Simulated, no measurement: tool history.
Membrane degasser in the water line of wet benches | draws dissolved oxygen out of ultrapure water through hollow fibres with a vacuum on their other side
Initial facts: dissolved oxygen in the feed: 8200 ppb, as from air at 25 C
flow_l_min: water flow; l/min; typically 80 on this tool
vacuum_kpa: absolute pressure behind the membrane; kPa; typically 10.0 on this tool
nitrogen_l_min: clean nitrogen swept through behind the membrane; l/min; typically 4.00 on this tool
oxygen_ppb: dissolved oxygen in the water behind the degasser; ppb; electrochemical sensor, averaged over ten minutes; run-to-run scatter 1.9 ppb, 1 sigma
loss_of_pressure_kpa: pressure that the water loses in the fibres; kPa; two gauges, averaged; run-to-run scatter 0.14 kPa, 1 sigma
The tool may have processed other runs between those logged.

| run | hour | flow_l_min | vacuum_kpa | nitrogen_l_min | oxygen_ppb | loss_of_pressure_kpa |
|---|---|---|---|---|---|---|
| 1 | 0.0 | 80 | 10.0 | 4.00 | 430.0 | 45.63 |
| 2 | 43.4 | 80 | 10.0 | 4.00 | 432.6 | 46.12 |
| 3 | 102.1 | 80 | 8.7 | 4.00 | 378.4 | 46.14 |
| 4 | 152.9 | 80 | 8.7 | 4.00 | 378.9 | 46.16 |
| 5 | 181.2 | 80 | 10.0 | 4.00 | 434.0 | 45.79 |
| 6 | 216.8 | 80 | 10.0 | 4.00 | 431.4 | 45.76 |
| 7 | 246.2 | 80 | 10.0 | 4.00 | 431.2 | 45.82 |
| 8 | 288.0 | 80 | 10.0 | 4.00 | 433.2 | 45.91 |
| 9 | 319.9 | 80 | 10.0 | 2.23 | 613.9 | 45.85 |
| 10 | 381.3 | 60 | 10.0 | 2.23 | 454.3 | 34.42 |
| 11 | 431.0 | 60 | 10.0 | 2.23 | 454.8 | 34.56 |
| 12 | 479.5 | 60 | 10.0 | 2.23 | 450.5 | 34.59 |
| 13 | 516.6 | 60 | 10.0 | 2.23 | 453.0 | 34.49 |
| 14 | 556.1 | 60 | 10.0 | 2.23 | 452.4 | 34.50 |
| 15 | 587.5 | 80 | 10.0 | 4.00 | 437.0 | 46.01 |
| 16 | 616.9 | 80 | 6.8 | 4.00 | 303.7 | 46.04 |
| 17 | 647.9 | 55 | 10.2 | 4.00 | 279.0 | 31.97 |
| 18 | 692.5 | 103 | 10.0 | 4.00 | 595.7 | 59.48 |
| 19 | 724.5 | 53 | 10.0 | 2.46 | 371.5 | 30.60 |
| 20 | 770.9 | 85 | 6.4 | 2.46 | 392.0 | 48.99 |
| 21 | 814.5 | 85 | 14.3 | 2.46 | 874.3 | 48.92 |
| 22 | 842.1 | 80 | 15.8 | 4.00 | 668.8 | 46.27 |
| 23 | 896.9 | 66 | 10.5 | 3.41 | 400.9 | 38.04 |
| 24 | 936.3 | 66 | 10.5 | 3.41 | 403.0 | 38.08 |
| 25 | 970.1 | 111 | 6.6 | 8.49 | 380.5 | 63.99 |
| 26 | 1027.4 | 111 | 6.6 | 8.49 | 380.8 | 64.01 |
| 27 | 1073.7 | 64 | 6.6 | 2.64 | 269.8 | 36.84 |
| 28 | 1134.8 | 49 | 8.8 | 4.00 | 205.3 | 28.42 |
| 29 | 1162.5 | 116 | 17.8 | 3.62 | 1144.0 | 67.05 |
| 30 | 1222.6 | 79 | 6.8 | 2.94 | 350.8 | 45.98 |
| 31 | 1256.2 | 80 | 13.0 | 4.00 | 558.1 | 46.25 |
| 32 | 1283.9 | 80 | 13.0 | 4.00 | 563.0 | 46.42 |

Consider 3 possible next runs. They are alternatives, not a sequence: every one starts from the tool as it was left by run 32. What does each give?
| A | 1337.4 | 125 | 10.0 | 4.57 | ? | ? |
| B | 1337.4 | 105 | 14.5 | 1.83 | ? | ? |
| C | 1337.4 | 80 | 13.0 | 1.78 | ? | ? |

| run | oxygen_ppb | loss_of_pressure_kpa |
|---|---|---|
| A | 712.6 | 72.21 |
| B | 1289.0 | 60.86 |
| C | 926.7 | 46.43 |
Without the tool's hidden state the same runs would have given:
| run | oxygen_ppb | loss_of_pressure_kpa |
|---|---|---|
| A | 680.7 | 70.54 |
| B | 1259.9 | 59.45 |
| C | 903.2 | 45.36 |
